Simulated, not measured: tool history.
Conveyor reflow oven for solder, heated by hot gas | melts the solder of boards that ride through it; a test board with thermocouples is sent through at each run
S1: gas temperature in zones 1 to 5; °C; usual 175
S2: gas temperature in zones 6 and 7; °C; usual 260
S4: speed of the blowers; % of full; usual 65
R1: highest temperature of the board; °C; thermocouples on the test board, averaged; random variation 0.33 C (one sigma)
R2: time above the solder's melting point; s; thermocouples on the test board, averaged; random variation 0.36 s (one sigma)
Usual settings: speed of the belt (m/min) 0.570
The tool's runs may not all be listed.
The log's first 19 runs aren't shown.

run 20 hour=313.6 | S1=175 S2=260 speed_of_the_belt_(m/min)=0.570 S4=68 | R1=243.3 R2=55.4
run 21 hour=327.7 | S1=175 S2=264 speed_of_the_belt_(m/min)=0.489 S4=65 | R1=250.3 R2=73.6
run 22 hour=342.6 | S1=170 S2=268 speed_of_the_belt_(m/min)=0.654 S4=65 | R1=243.7 R2=44.0
run 23 hour=359.0 | S1=170 S2=268 speed_of_the_belt_(m/min)=0.654 S4=65 | R1=243.0 R2=43.7
-- hour=372.7 flux residue cleaned out of gas plates and filters
run 24 hour=379.3 | S1=170 S2=268 speed_of_the_belt_(m/min)=0.654 S4=65 | R1=243.9 R2=45.6
run 25 hour=393.9 | S1=170 S2=268 speed_of_the_belt_(m/min)=0.654 S4=65 | R1=244.1 R2=45.5
run 26 hour=409.3 | S1=173 S2=251 speed_of_the_belt_(m/min)=0.654 S4=65 | R1=230.5 R2=31.4
run 27 hour=424.0 | S1=175 S2=260 speed_of_the_belt_(m/min)=0.570 S4=62 | R1=242.6 R2=54.0
run 28 hour=439.2 | S1=182 S2=260 speed_of_the_belt_(m/min)=0.570 S4=65 | R1=244.3 R2=59.8
run 29 hour=453.1 | S1=182 S2=253 speed_of_the_belt_(m/min)=0.518 S4=65 | R1=241.0 R2=63.6
run 30 hour=462.7 | S1=182 S2=253 speed_of_the_belt_(m/min)=0.508 S4=54 | R1=238.4 R2=60.2

Forecast each of these 5 alternatives for the next run:
run A hour=483.7 | S1=175 S2=260 speed_of_the_belt_(m/min)=0.570 S4=54 | R1=? R2=?
run B hour=483.7 | S1=182 S2=253 speed_of_the_belt_(m/min)=0.618 S4=54 | R1=? R2=?
run C hour=483.7 | S1=175 S2=270 speed_of_the_belt_(m/min)=0.535 S4=63 | R1=? R2=?
run D hour=483.7 | S1=168 S2=260 speed_of_the_belt_(m/min)=0.544 S4=65 | R1=? R2=?
run E hour=483.7 | S1=179 S2=253 speed_of_the_belt_(m/min)=0.507 S4=51 | R1=? R2=?

run=A R1=240.3 R2=49.4
run=B R1=233.0 R2=38.7
run=C R1=252.9 R2=68.3
run=D R1=242.9 R2=55.2
run=E R1=237.5 R2=56.9
Without the tool's hidden state the same runs would have given:
run=A R1=241.9 R2=51.0
run=B R1=234.5 R2=40.7
run=C R1=254.5 R2=69.4
run=D R1=244.6 R2=56.8
run=E R1=239.0 R2=58.9
